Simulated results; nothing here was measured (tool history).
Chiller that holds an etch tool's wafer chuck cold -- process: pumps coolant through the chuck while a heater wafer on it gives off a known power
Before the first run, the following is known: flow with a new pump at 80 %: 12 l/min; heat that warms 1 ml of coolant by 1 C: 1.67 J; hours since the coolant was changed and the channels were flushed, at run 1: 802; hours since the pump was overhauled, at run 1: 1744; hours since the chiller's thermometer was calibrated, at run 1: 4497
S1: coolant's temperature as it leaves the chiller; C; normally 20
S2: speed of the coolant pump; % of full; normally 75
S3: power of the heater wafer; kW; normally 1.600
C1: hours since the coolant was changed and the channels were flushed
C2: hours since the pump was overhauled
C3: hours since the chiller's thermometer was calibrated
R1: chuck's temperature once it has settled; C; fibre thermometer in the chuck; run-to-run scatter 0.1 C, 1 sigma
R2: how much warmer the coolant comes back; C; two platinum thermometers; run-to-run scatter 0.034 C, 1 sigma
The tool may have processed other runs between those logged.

run 1 hour=0.0 | S1=20 S2=75 S3=1.600 | C1=802 C2=1744 C3=4497 | R1=34.7 R2=5.19
run 2 hour=34.2 | S1=20 S2=75 S3=1.600 | C1=836 C2=1778 C3=4531 | R1=34.4 R2=5.22
run 3 hour=79.7 | S1=20 S2=75 S3=1.600 | C1=882 C2=1824 C3=4577 | R1=34.4 R2=5.26
run 4 hour=119.0 | S1=20 S2=75 S3=1.991 | C1=921 C2=1863 C3=4616 | R1=38.2 R2=6.58
run 5 hour=161.1 | S1=20 S2=75 S3=1.600 | C1=963 C2=1905 C3=4658 | R1=34.6 R2=5.27
run 6 hour=190.0 | S1=20 S2=75 S3=1.600 | C1=992 C2=1934 C3=4687 | R1=34.7 R2=5.24
run 7 hour=229.8 | S1=20 S2=75 S3=1.600 | C1=1032 C2=1974 C3=4727 | R1=34.5 R2=5.25
run 8 hour=266.4 | S1=20 S2=75 S3=1.600 | C1=1068 C2=2010 C3=4764 | R1=34.5 R2=5.27
run 9 hour=310.3 | S1=20 S2=75 S3=1.600 | C1=1112 C2=2054 C3=4808 | R1=34.6 R2=5.26
run 10 hour=333.5 | S1=13 S2=75 S3=1.600 | C1=1135 C2=2078 C3=4831 | R1=27.7 R2=5.21
run 11 hour=383.1 | S1=20 S2=81 S3=1.600 | C1=1185 C2=2127 C3=4880 | R1=33.8 R2=4.92
run 12 hour=417.0 | S1=20 S2=81 S3=1.600 | C1=1219 C2=2161 C3=4914 | R1=33.7 R2=4.84
run 13 hour=461.3 | S1=20 S2=81 S3=1.600 | C1=1263 C2=2205 C3=4959 | R1=33.8 R2=4.85
run 14 hour=484.6 | S1=20 S2=75 S3=1.276 | C1=1286 C2=2229 C3=4982 | R1=31.6 R2=4.23
run 15 hour=533.4 | S1=20 S2=75 S3=1.276 | C1=1335 C2=2277 C3=5031 | R1=31.7 R2=4.25
run 16 hour=576.5 | S1=20 S2=75 S3=1.600 | C1=1378 C2=2321 C3=5074 | R1=34.6 R2=5.22
run 17 hour=621.9 | S1=20 S2=75 S3=1.600 | C1=1424 C2=2366 C3=5119 | R1=34.8 R2=5.29
run 18 hour=657.7 | S1=20 S2=75 S3=1.599 | C1=1460 C2=2402 C3=5155 | R1=34.8 R2=5.30
run 19 hour=681.9 | S1=20 S2=75 S3=1.599 | C1=1484 C2=2426 C3=5179 | R1=34.7 R2=5.27
run 20 hour=726.4 | S1=20 S2=75 S3=1.599 | C1=1528 C2=2470 C3=5224 | R1=34.9 R2=5.29
run 21 hour=756.4 | S1=20 S2=75 S3=1.599 | C1=1558 C2=2500 C3=5254 | R1=34.7 R2=5.28
run 22 hour=802.4 | S1=20 S2=75 S3=1.599 | C1=1604 C2=2547 C3=5300 | R1=34.8 R2=5.26
run 23 hour=838.6 | S1=11 S2=87 S3=1.686 | C1=1640 C2=2583 C3=5336 | R1=24.9 R2=4.75
run 24 hour=871.5 | S1=11 S2=70 S3=1.600 | C1=1673 C2=2616 C3=5369 | R1=26.6 R2=5.64
run 25 hour=906.5 | S1=11 S2=72 S3=1.876 | C1=1708 C2=2651 C3=5404 | R1=29.1 R2=6.51
-- hour=936.2 chiller's thermometer calibrated
run 26 hour=937.7 | S1=13 S2=74 S3=1.796 | C1=1739 C2=2681 C3=1 | R1=30.4 R2=6.04
run 27 hour=958.8 | S1=13 S2=74 S3=1.796 | C1=1760 C2=2702 C3=23 | R1=30.4 R2=6.03
run 28 hour=1009.6 | S1=23 S2=75 S3=1.590 | C1=1810 C2=2753 C3=73 | R1=38.3 R2=5.29
run 29 hour=1058.6 | S1=23 S2=75 S3=1.590 | C1=1859 C2=2802 C3=122 | R1=38.3 R2=5.31
run 30 hour=1106.3 | S1=11 S2=64 S3=1.713 | C1=1907 C2=2849 C3=170 | R1=29.8 R2=6.65
run 31 hour=1141.0 | S1=20 S2=61 S3=1.600 | C1=1942 C2=2884 C3=205 | R1=38.4 R2=6.56
run 32 hour=1162.3 | S1=20 S2=72 S3=1.073 | C1=1963 C2=2905 C3=226 | R1=30.8 R2=3.72
run 33 hour=1196.1 | S1=20 S2=72 S3=1.073 | C1=1997 C2=2939 C3=260 | R1=30.7 R2=3.73

Each row is a separate what-if for the run after 33, all from the same tool condition, not one after another. Results?
run A hour=1242.2 | S1=27 S2=61 S3=1.262 | C1=2043 C2=2985 C3=306 | R1=? R2=?
run B hour=1242.2 | S1=13 S2=74 S3=1.073 | C1=2043 C2=2985 C3=306 | R1=? R2=?
run C hour=1242.2 | S1=20 S2=76 S3=1.073 | C1=2043 C2=2985 C3=306 | R1=? R2=?

run=A R1=41.5 R2=5.20
run=B R1=23.7 R2=3.62
run=C R1=30.3 R2=3.50
Stripped of hidden state, with their random variation kept, the same runs would have yielded:
run=A R1=40.4 R2=5.00
run=B R1=22.9 R2=3.48
run=C R1=29.6 R2=3.37

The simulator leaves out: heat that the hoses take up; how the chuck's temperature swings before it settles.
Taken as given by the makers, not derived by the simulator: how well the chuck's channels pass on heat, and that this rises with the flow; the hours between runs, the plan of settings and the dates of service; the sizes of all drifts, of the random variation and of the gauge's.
